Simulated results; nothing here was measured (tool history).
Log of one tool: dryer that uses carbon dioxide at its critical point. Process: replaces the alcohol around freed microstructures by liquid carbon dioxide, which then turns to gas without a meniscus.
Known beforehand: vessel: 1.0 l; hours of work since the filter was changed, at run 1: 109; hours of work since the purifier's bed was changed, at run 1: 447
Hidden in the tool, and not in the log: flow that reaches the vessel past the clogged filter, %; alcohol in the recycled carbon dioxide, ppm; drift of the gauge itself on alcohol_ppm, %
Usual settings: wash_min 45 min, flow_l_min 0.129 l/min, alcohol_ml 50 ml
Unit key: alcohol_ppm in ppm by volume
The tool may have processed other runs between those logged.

run,hour,wash_min,flow_l_min,alcohol_ml,hours of work since the filter was changed,hours of work since the purifier's bed was changed,alcohol_ppm
1,0,45,0.129,50,109,447,966
2,20.5,45,0.129,50,124,461,999
3,58,45,0.129,50,150,487,1138
4,79.5,45,0.129,59,165,502,1341
5,113.5,45,0.129,50,188,526,1212
6,145.3,45,0.129,50,210,548,1286
# hour 166.9: inlet filter changed
7,168.6,60,0.129,50,1,563,258
8,201.2,45,0.086,50,24,586,2999
9,221.4,45,0.086,50,38,600,3213
10,243,31,0.129,50,53,615,2967
11,261.5,31,0.129,50,66,628,3035
12,291.8,31,0.129,50,87,649,3287
13,322.3,31,0.129,50,108,670,3385
14,343.3,45,0.129,50,123,685,1059
15,360.5,45,0.129,50,135,697,1097
16,393.9,45,0.087,50,158,720,3841
17,417.2,45,0.087,50,174,736,3839
18,449.7,45,0.087,50,197,759,4058
19,474.5,45,0.129,66,214,776,1757
# hour 490.3: inlet filter changed
20,495.2,45,0.129,66,3,790,1005
21,531.6,45,0.129,66,29,815,1071
22,570,40,0.121,50,55,842,1711
23,588.7,46,0.098,51,68,855,2181
24,626.6,62,0.18,97,95,881,184
25,646.9,62,0.085,97,109,895,2617
26,665.4,62,0.085,97,122,908,2741
# hour 693.4: purifier's bed changed
27,693.4,62,0.219,97,139,0,16
28,722.5,62,0.219,97,159,20,18
29,747.5,39,0.115,94,177,38,4920
30,775.3,67,0.135,50,196,57,148
31,791.9,67,0.135,50,208,69,168
# hour 817.4: inlet filter changed
32,817.4,45,0.113,50,0,86,1183
33,836.4,56,0.148,39,13,99,101
34,857.9,45,0.129,47,28,114,686
35,877.2,27,0.101,111,42,127,15254
36,895.2,27,0.101,26,54,140,3608
37,922.4,33,0.101,26,73,159,2442
38,943.6,52,0.141,50,88,173,318

Alternative continuations, all from the tool just after run 38; predict every row:
A,972.1,58,0.129,50,108,193,?
B,972.1,45,0.137,117,108,193,?
C,972.1,52,0.212,25,108,193,?

run,alcohol_ppm
A,316
B,1637
C,49
What these runs would have given with no unlogged condition in the tool:
run,alcohol_ppm
A,200
B,1172
C,15

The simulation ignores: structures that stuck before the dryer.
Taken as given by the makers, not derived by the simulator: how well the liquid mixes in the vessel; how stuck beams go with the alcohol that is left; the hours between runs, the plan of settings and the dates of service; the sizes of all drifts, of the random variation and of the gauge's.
